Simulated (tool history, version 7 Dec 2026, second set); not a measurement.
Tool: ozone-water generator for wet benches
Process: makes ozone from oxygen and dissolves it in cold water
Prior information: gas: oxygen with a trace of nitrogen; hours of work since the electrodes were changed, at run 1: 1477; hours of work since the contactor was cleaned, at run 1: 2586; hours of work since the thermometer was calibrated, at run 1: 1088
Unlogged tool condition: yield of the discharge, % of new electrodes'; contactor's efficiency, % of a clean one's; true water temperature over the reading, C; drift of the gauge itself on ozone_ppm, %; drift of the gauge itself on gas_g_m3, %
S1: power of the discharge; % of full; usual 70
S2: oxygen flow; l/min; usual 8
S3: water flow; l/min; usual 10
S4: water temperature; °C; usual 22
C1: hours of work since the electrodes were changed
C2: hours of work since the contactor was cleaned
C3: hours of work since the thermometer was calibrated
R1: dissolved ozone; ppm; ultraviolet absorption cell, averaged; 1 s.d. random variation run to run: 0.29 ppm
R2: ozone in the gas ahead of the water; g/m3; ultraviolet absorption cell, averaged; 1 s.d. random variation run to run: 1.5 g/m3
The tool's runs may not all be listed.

run,day,S1,S2,S3,S4,C1,C2,C3,R1,R2
1,0,70,8,10,22,1477,2586,1088,43.8,266.5
2,1.558,70,4.83,10,22,1513,2622,1124,44.8,316.7
3,4.362,70,8,10,22,1578,2687,1189,43.3,265
4,6.188,70,8,10,22,1620,2729,1231,43.7,267.5
5,8.321,70,8,10,22,1669,2779,1280,43.9,265.8
6,11.908,70,8,10,22,1752,2861,1363,43.7,267.6
7,15.304,70,8,10,22,1830,2940,1441,43.3,263.7
8,18.871,70,8,10,22,1913,3022,1524,42.7,265.2
9,21,70,8,6,22,1962,3071,1573,54.4,264
10,23.242,70,8,6,22,2014,3123,1625,55,266.3
11,25.075,70,8,10,22,2056,3165,1667,43.5,263.2
12,27.65,70,8,10,22,2116,3225,1726,42.7,266.7
13,29.896,70,8,10,22,2167,3277,1778,43.5,263.4
14,33.479,70,8,10,22,2250,3359,1861,43.2,267.2
15,35.192,91,8,10,22,2290,3399,1900,50,300.6
16,37.138,91,8,10,22,2335,3444,1945,49.3,305.8
17,39.733,47,8,10,17,2395,3504,2005,39.1,213
18,42.338,70,9.52,13,22,2455,3564,2066,35.9,249.3
19,45.862,70,9.47,10,19,2536,3645,2147,45.5,249.5
20,47.846,70,9.47,10,19,2582,3691,2193,45.5,246.5
21,50.646,70,9.47,10,19,2647,3756,2257,45.2,247.8
22,53.446,89,9.47,10,19,2711,3820,2322,51.2,278.8
# day 53.858: contactor cleaned
23,56.304,97,9.47,10,19,2773,57,2384,53.4,293.9
24,58.879,97,4.64,10,19,2833,116,2444,54.8,384.6
25,60.854,61,8,10,17,2878,162,2489,44.2,245.4
26,63.383,61,8,10,17,2937,220,2548,44.1,244.5
27,65.375,70,8,11,20,2983,266,2594,41.3,262.6
# day 66.458: contactor cleaned, once more
28,67.758,86,9.12,8,22,3034,30,2645,52.6,279.6
29,69.417,49,13.44,10,22,3072,68,2683,33.6,179.5
30,71.754,77,13.44,10,18,3126,122,2737,47.2,227.4
31,73.458,62,5.28,7,21,3166,162,2777,51.3,284
32,76.521,71,8,10,22,3236,232,2847,43.5,263.6

What if the next run were any one of these 5? Each begins from the tool's condition after run 32:
A,79.125,71,6.47,8,22,3297,293,2907,?,?
B,79.125,71,8,10,27,3297,293,2907,?,?
C,79.125,70,9,10,26,3297,293,2907,?,?
D,79.125,85,8,7,23,3297,293,2907,?,?
E,79.125,70,4.71,13,27,3297,293,2907,?,?

run,R1,R2
A,50,283.4
B,38.6,260
C,38.2,247.8
D,55.2,291.3
E,33.9,317
Stripped of hidden state, with their random variation kept, the same runs would have yielded:
run,R1,R2
A,52.4,295.8
B,40.5,271.4
C,40,258.5
D,58.1,305.3
E,35.5,330.7
